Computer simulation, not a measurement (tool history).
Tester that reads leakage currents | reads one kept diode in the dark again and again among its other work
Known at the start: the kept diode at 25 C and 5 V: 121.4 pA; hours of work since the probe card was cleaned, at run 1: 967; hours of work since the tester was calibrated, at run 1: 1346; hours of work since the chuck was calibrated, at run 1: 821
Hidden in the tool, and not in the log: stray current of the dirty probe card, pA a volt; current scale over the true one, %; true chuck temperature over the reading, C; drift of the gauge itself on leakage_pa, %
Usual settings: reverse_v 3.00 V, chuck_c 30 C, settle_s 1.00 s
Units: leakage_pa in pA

run,hour,reverse_v,chuck_c,settle_s,hours of work since the probe card was cleaned,hours of work since the tester was calibrated,hours of work since the chuck was calibrated,leakage_pa
1,0.0,3.00,30,1.00,967,1346,821,138.63
2,107.7,3.00,30,1.00,1039,1417,893,136.78
3,217.8,3.00,31,1.00,1112,1491,966,146.74
4,285.9,3.00,31,1.00,1157,1536,1011,146.07
5,380.9,3.00,31,1.00,1220,1599,1074,144.94
6,437.7,3.00,30,1.00,1258,1637,1112,133.90
7,493.9,3.00,30,1.00,1295,1674,1149,132.91
8,592.1,3.00,30,1.00,1361,1739,1215,131.55
# hour 647.6: chuck's temperature calibrated
9,708.4,3.00,30,1.00,1437,1815,40,150.50
# hour 719.3: probe card cleaned and baked
10,811.7,3.00,30,1.00,61,1882,107,149.06
11,928.2,3.00,30,1.00,139,1959,184,148.24
12,1032.1,10.73,24,0.96,208,2028,253,143.66
13,1115.8,10.73,24,0.96,263,2084,309,141.54
# hour 1227.2: probe card cleaned and baked, once more
14,1230.4,3.00,52,1.75,2,2158,383,678.64
15,1319.7,8.12,48,2.05,61,2217,442,703.85
16,1376.5,8.12,48,2.05,99,2255,480,702.41
17,1466.7,3.00,58,1.46,159,2315,540,979.26
18,1562.0,11.17,32,2.37,222,2378,603,245.36
19,1673.0,11.17,32,2.37,296,2452,677,242.85
20,1767.3,11.17,32,2.37,359,2515,740,242.00
21,1869.8,4.21,21,7.57,427,2583,808,74.26
22,1924.2,3.89,28,0.63,463,2619,844,126.10

Forecast each of these 5 alternatives for the next run:
A,1973.2,4.53,45,1.13,496,2651,877,?
B,1973.2,6.47,30,1.76,496,2651,877,?
C,1973.2,3.21,28,2.39,496,2651,877,?
D,1973.2,3.00,41,6.13,496,2651,877,?
E,1973.2,1.10,37,2.20,496,2651,877,?

run,leakage_pa
A,457.17
B,172.32
C,118.13
D,300.90
E,164.42
Without the tool's hidden state the same runs would have given:
run,leakage_pa
A,512.38
B,194.47
C,133.71
D,338.15
E,185.36

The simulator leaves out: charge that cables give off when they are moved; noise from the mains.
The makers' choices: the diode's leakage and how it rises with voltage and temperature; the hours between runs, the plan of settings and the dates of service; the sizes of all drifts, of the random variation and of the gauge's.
